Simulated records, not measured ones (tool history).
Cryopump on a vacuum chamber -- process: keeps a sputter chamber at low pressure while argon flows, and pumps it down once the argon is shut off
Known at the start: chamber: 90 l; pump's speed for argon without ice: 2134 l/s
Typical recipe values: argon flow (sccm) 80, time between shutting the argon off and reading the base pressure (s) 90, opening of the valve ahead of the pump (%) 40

| run | hour | argon flow (sccm) | time between shutting the argon off and reading the base pressure (s) | opening of the valve ahead of the pump (%) | pressure while argon flows (Pa) | pressure after the wait (uPa) |
|---|---|---|---|---|---|---|
| 1 | 0 | 80 | 90 | 40 | 0.1665 | 0.56 |
| 2 | 107.7 | 80 | 27 | 40 | 0.1708 | 1.19 |
| 3 | 227.8 | 80 | 27 | 40 | 0.1746 | 1.2 |
| 4 | 339 | 80 | 27 | 40 | 0.1803 | 1.19 |
| 5 | 432.7 | 80 | 27 | 40 | 0.1845 | 1.28 |
|  | 491.7 | leaking fittings of the chamber tightened, without venting |
| 6 | 536.3 | 80 | 27 | 40 | 0.1876 | 1.1 |
|  | 584.2 | pump warmed up, emptied and cooled again |
| 7 | 649.9 | 33 | 90 | 40 | 0.0673 | 0.45 |
| 8 | 707.9 | 33 | 90 | 40 | 0.0676 | 0.44 |
| 9 | 788.4 | 80 | 90 | 40 | 0.1662 | 0.47 |
| 10 | 872 | 46 | 90 | 40 | 0.0964 | 0.47 |
| 11 | 943.4 | 46 | 90 | 40 | 0.0977 | 0.46 |
| 12 | 1030.1 | 46 | 90 | 40 | 0.0998 | 0.47 |
| 13 | 1127.2 | 46 | 90 | 40 | 0.101 | 0.49 |
| 14 | 1229.8 | 80 | 90 | 40 | 0.1816 | 0.5 |
| 15 | 1287.2 | 80 | 90 | 40 | 0.1842 | 0.49 |
| 16 | 1345.5 | 80 | 90 | 40 | 0.1859 | 0.55 |
| 17 | 1451.3 | 80 | 90 | 26 | 0.2772 | 0.56 |
|  | 1466.3 | pump warmed up, emptied and cooled again |
| 18 | 1564.3 | 138 | 166 | 30 | 0.3758 | 0.35 |
| 19 | 1666.7 | 138 | 24 | 30 | 0.38 | 1.19 |
| 20 | 1731.2 | 138 | 24 | 30 | 0.3825 | 1.22 |
| 21 | 1799 | 95 | 61 | 59 | 0.1407 | 0.62 |
| 22 | 1873.3 | 123 | 61 | 28 | 0.3697 | 0.63 |
| 23 | 1991.5 | 34 | 30 | 21 | 0.1357 | 1.01 |
| 24 | 2100.6 | 48 | 24 | 21 | 0.1925 | 1.22 |
| 25 | 2155.7 | 43 | 90 | 40 | 0.099 | 0.58 |
| 26 | 2266.7 | 43 | 61 | 40 | 0.1008 | 0.7 |
|  | 2345.9 | pump warmed up, emptied and cooled again |
| 27 | 2362.2 | 43 | 61 | 40 | 0.0871 | 0.58 |
| 28 | 2446.8 | 43 | 61 | 47 | 0.0756 | 0.64 |
| 29 | 2566.8 | 43 | 215 | 15 | 0.2336 | 0.42 |
| 30 | 2626.1 | 43 | 215 | 15 | 0.2332 | 0.37 |
| 31 | 2681.6 | 115 | 215 | 20 | 0.4738 | 0.41 |
| 32 | 2763.1 | 47 | 90 | 24 | 0.1649 | 0.55 |
| 33 | 2852.7 | 47 | 117 | 26 | 0.1551 | 0.51 |

Branching from run 33: 4 alternative next runs. What would each branch give?
| A | 2912.1 | 80 | 87 | 21 | ? | ? |
| B | 2912.1 | 34 | 117 | 47 | ? | ? |
| C | 2912.1 | 80 | 77 | 40 | ? | ? |
| D | 2912.1 | 43 | 31 | 23 | ? | ? |

| run | pressure while argon flows (Pa) | pressure after the wait (uPa) |
|---|---|---|
| A | 0.3227 | 0.57 |
| B | 0.067 | 0.53 |
| C | 0.1806 | 0.64 |
| D | 0.1588 | 1.04 |
Take away the tool's hidden state, keep each run's random variation, and the runs would have read:
| run | pressure while argon flows (Pa) | pressure after the wait (uPa) |
|---|---|---|
| A | 0.3013 | 0.38 |
| B | 0.0578 | 0.34 |
| C | 0.1592 | 0.46 |
| D | 0.1474 | 0.85 |
